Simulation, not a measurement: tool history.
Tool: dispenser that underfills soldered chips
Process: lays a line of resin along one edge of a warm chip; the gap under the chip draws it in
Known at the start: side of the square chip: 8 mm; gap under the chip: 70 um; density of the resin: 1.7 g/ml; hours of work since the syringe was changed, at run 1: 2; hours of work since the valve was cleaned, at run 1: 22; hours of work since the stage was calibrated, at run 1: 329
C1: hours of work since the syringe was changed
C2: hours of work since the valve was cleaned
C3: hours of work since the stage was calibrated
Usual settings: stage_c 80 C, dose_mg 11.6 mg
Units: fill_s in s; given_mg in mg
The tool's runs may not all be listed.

Run 1, hour 0: usual settings; C1 2; C2 22; C3 329. Result: fill_s 92.4 s, given_mg 11.36 mg.
Run 2, hour 9.4: usual settings but dose_mg 10.3 mg; C1 9; C2 29; C3 336. Result: fill_s 120 s, given_mg 10.1 mg.
At hour 11.8: new syringe of resin.
Run 3, hour 19.4: usual settings but dose_mg 10.3 mg; C1 5; C2 35; C3 342. Result: fill_s 101.3 s, given_mg 10.1 mg.
At hour 27.2: new syringe of resin.
Run 4, hour 29.8: usual settings but stage_c 74 C; C1 2; C2 42; C3 349. Result: fill_s 112.8 s, given_mg 11.44 mg.
Run 5, hour 38.5: usual settings but stage_c 74 C; C1 8; C2 48; C3 355. Result: fill_s 136.5 s, given_mg 11.31 mg.
At hour 42.5: new syringe of resin.
Run 6, hour 52: usual settings but stage_c 74 C; C1 6; C2 57; C3 364. Result: fill_s 133.1 s, given_mg 11.22 mg.
At hour 58.5: new syringe of resin.
Run 7, hour 60.5: usual settings but stage_c 66 C; C1 1; C2 63; C3 369. Result: fill_s 157.5 s, given_mg 11.18 mg.
At hour 74.4: new syringe of resin.
Run 8, hour 74.4: usual settings but stage_c 66 C; C1 0; C2 72; C3 379. Result: fill_s 148.3 s, given_mg 11.18 mg.
Run 9, hour 84.7: usual settings; C1 7; C2 79; C3 385. Result: fill_s 109.8 s, given_mg 11 mg.
At hour 89.6: new syringe of resin.
Run 10, hour 96.4: usual settings; C1 5; C2 87; C3 393. Result: fill_s 97.9 s, given_mg 10.97 mg.
At hour 105.5: new syringe of resin.
At hour 106.5: dispensing valve cleaned and set on the balance.
Run 11, hour 107.7: usual settings; C1 1; C2 1; C3 400. Result: fill_s 87.6 s, given_mg 11.61 mg.
Run 12, hour 118.6: usual settings; C1 8; C2 8; C3 407. Result: fill_s 112.6 s, given_mg 11.55 mg.
At hour 121.8: new syringe of resin.
Run 13, hour 125.5: usual settings; C1 2; C2 13; C3 412. Result: fill_s 91.9 s, given_mg 11.54 mg.
At hour 137.5: new syringe of resin.
Run 14, hour 138.6: usual settings but stage_c 90 C, dose_mg 14.1 mg; C1 1; C2 21; C3 421. Result: fill_s 57.6 s, given_mg 14.03 mg.
Run 15, hour 150.4: usual settings but stage_c 82 C, dose_mg 9.9 mg; C1 9; C2 29; C3 429. Result: fill_s 108.6 s, given_mg 9.73 mg.
At hour 153.2: new syringe of resin.
Run 16, hour 162.8: usual settings but stage_c 82 C, dose_mg 9.9 mg; C1 7; C2 38; C3 437. Result: fill_s 100.7 s, given_mg 9.66 mg.
At hour 168.6: new syringe of resin.
Run 17, hour 172.3: usual settings but stage_c 82 C, dose_mg 9.9 mg; C1 2; C2 44; C3 443. Result: fill_s 87.8 s, given_mg 9.64 mg.

Run 18 comes next. What will it give?
Run 18, hour 182.3: usual settings but stage_c 82 C, dose_mg 9.9 mg; C1 9; C2 50; C3 450. Result: fill_s ?, given_mg ?.

Run 18 gave fill_s 111 s, given_mg 9.63 mg.
Without the tool's hidden state the same run would have given fill_s 87.8 s, given_mg 9.94 mg.

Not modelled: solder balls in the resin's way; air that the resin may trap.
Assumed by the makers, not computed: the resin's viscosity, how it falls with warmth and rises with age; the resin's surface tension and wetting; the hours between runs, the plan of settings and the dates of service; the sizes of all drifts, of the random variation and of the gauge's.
